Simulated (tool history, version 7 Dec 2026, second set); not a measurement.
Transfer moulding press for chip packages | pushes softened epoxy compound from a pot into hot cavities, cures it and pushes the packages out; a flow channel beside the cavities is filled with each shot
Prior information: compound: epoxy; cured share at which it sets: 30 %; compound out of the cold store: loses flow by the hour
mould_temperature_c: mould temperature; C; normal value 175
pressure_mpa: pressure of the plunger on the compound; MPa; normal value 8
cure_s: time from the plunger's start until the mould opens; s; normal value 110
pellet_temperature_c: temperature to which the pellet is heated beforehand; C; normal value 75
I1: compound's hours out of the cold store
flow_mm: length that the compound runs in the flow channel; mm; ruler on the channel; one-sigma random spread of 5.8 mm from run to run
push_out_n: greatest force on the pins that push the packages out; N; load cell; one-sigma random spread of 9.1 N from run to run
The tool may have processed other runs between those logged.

run 1 hour=0 | mould_temperature_c=175 pressure_mpa=8 cure_s=110 pellet_temperature_c=75 | I1=37 | flow_mm=546 push_out_n=409
run 2 hour=10.3 | mould_temperature_c=169 pressure_mpa=8 cure_s=110 pellet_temperature_c=75 | I1=26 | flow_mm=608 push_out_n=588
run 3 hour=19.8 | mould_temperature_c=175 pressure_mpa=8 cure_s=110 pellet_temperature_c=80 | I1=39.6 | flow_mm=536 push_out_n=392
run 4 hour=26 | mould_temperature_c=175 pressure_mpa=8 cure_s=110 pellet_temperature_c=80 | I1=46.3 | flow_mm=504 push_out_n=371
run 5 hour=34.8 | mould_temperature_c=175 pressure_mpa=6.84 cure_s=110 pellet_temperature_c=75 | I1=42.1 | flow_mm=490 push_out_n=397
run 6 hour=47.4 | mould_temperature_c=175 pressure_mpa=6.84 cure_s=110 pellet_temperature_c=75 | I1=28.3 | flow_mm=534 push_out_n=389
-- hour=57.2 cavities cleaned with cleaning compound and waxed
run 7 hour=57.9 | mould_temperature_c=175 pressure_mpa=6.84 cure_s=110 pellet_temperature_c=75 | I1=17.6 | flow_mm=576 push_out_n=421
run 8 hour=66.8 | mould_temperature_c=175 pressure_mpa=6.84 cure_s=110 pellet_temperature_c=75 | I1=40.7 | flow_mm=488 push_out_n=396
run 9 hour=72.3 | mould_temperature_c=178 pressure_mpa=6.84 cure_s=110 pellet_temperature_c=75 | I1=28.9 | flow_mm=525 push_out_n=379
run 10 hour=84.1 | mould_temperature_c=178 pressure_mpa=6.84 cure_s=110 pellet_temperature_c=75 | I1=41.4 | flow_mm=473 push_out_n=362
run 11 hour=93.6 | mould_temperature_c=178 pressure_mpa=6.84 cure_s=110 pellet_temperature_c=75 | I1=42.5 | flow_mm=483 push_out_n=380
-- hour=97.8 plunger's sealing rings changed
run 12 hour=107.8 | mould_temperature_c=175 pressure_mpa=8 cure_s=110 pellet_temperature_c=75 | I1=9.2 | flow_mm=667 push_out_n=414
run 13 hour=120.5 | mould_temperature_c=175 pressure_mpa=8 cure_s=110 pellet_temperature_c=75 | I1=28 | flow_mm=583 push_out_n=402
-- hour=128.4 cavities cleaned with cleaning compound and waxed
run 14 hour=130.7 | mould_temperature_c=175 pressure_mpa=8 cure_s=110 pellet_temperature_c=75 | I1=22.9 | flow_mm=593 push_out_n=402
run 15 hour=135.9 | mould_temperature_c=175 pressure_mpa=8 cure_s=110 pellet_temperature_c=75 | I1=42.6 | flow_mm=515 push_out_n=406
run 16 hour=147.6 | mould_temperature_c=182 pressure_mpa=9.75 cure_s=112 pellet_temperature_c=81 | I1=9.9 | flow_mm=696 push_out_n=363
run 17 hour=157.8 | mould_temperature_c=182 pressure_mpa=9.75 cure_s=112 pellet_temperature_c=81 | I1=29.6 | flow_mm=612 push_out_n=345
run 18 hour=165.1 | mould_temperature_c=175 pressure_mpa=8 cure_s=133 pellet_temperature_c=81 | I1=33.6 | flow_mm=546 push_out_n=370
run 19 hour=172.2 | mould_temperature_c=180 pressure_mpa=8 cure_s=133 pellet_temperature_c=81 | I1=8 | flow_mm=640 push_out_n=351
run 20 hour=182.1 | mould_temperature_c=175 pressure_mpa=6.64 cure_s=114 pellet_temperature_c=75 | I1=38.2 | flow_mm=493 push_out_n=385
run 21 hour=188.7 | mould_temperature_c=175 pressure_mpa=6.64 cure_s=114 pellet_temperature_c=75 | I1=27.3 | flow_mm=534 push_out_n=406
run 22 hour=194.3 | mould_temperature_c=181 pressure_mpa=6.49 cure_s=102 pellet_temperature_c=84 | I1=26.7 | flow_mm=507 push_out_n=377
-- hour=196.9 cavities cleaned with cleaning compound and waxed
run 23 hour=202.5 | mould_temperature_c=175 pressure_mpa=7.93 cure_s=124 pellet_temperature_c=75 | I1=8 | flow_mm=669 push_out_n=386
run 24 hour=210.9 | mould_temperature_c=175 pressure_mpa=7.93 cure_s=124 pellet_temperature_c=75 | I1=14.1 | flow_mm=637 push_out_n=375
run 25 hour=222.3 | mould_temperature_c=175 pressure_mpa=7.93 cure_s=124 pellet_temperature_c=75 | I1=31.2 | flow_mm=565 push_out_n=370
run 26 hour=233.4 | mould_temperature_c=175 pressure_mpa=9.58 cure_s=124 pellet_temperature_c=71 | I1=44.5 | flow_mm=564 push_out_n=362
run 27 hour=240.6 | mould_temperature_c=181 pressure_mpa=7.03 cure_s=110 pellet_temperature_c=75 | I1=10.3 | flow_mm=597 push_out_n=373
run 28 hour=250.9 | mould_temperature_c=183 pressure_mpa=9.98 cure_s=110 pellet_temperature_c=75 | I1=15.6 | flow_mm=677 push_out_n=351

Each row is a separate what-if for the run after 28, all from the same tool condition, not one after another. Results?
run A hour=259 | mould_temperature_c=177 pressure_mpa=8.05 cure_s=110 pellet_temperature_c=75 | I1=14 | flow_mm=? push_out_n=?
run B hour=259 | mould_temperature_c=183 pressure_mpa=7.85 cure_s=110 pellet_temperature_c=74 | I1=39.8 | flow_mm=? push_out_n=?
run C hour=259 | mould_temperature_c=173 pressure_mpa=8 cure_s=110 pellet_temperature_c=77 | I1=23.3 | flow_mm=? push_out_n=?
run D hour=259 | mould_temperature_c=173 pressure_mpa=8 cure_s=110 pellet_temperature_c=75 | I1=33.7 | flow_mm=? push_out_n=?

run=A flow_mm=633 push_out_n=394
run=B flow_mm=506 push_out_n=361
run=C flow_mm=612 push_out_n=445
run=D flow_mm=564 push_out_n=452
With the hidden condition removed and each run's random variation left untouched, the same runs would have given:
run=A flow_mm=633 push_out_n=389
run=B flow_mm=506 push_out_n=356
run=C flow_mm=613 push_out_n=440
run=D flow_mm=564 push_out_n=447
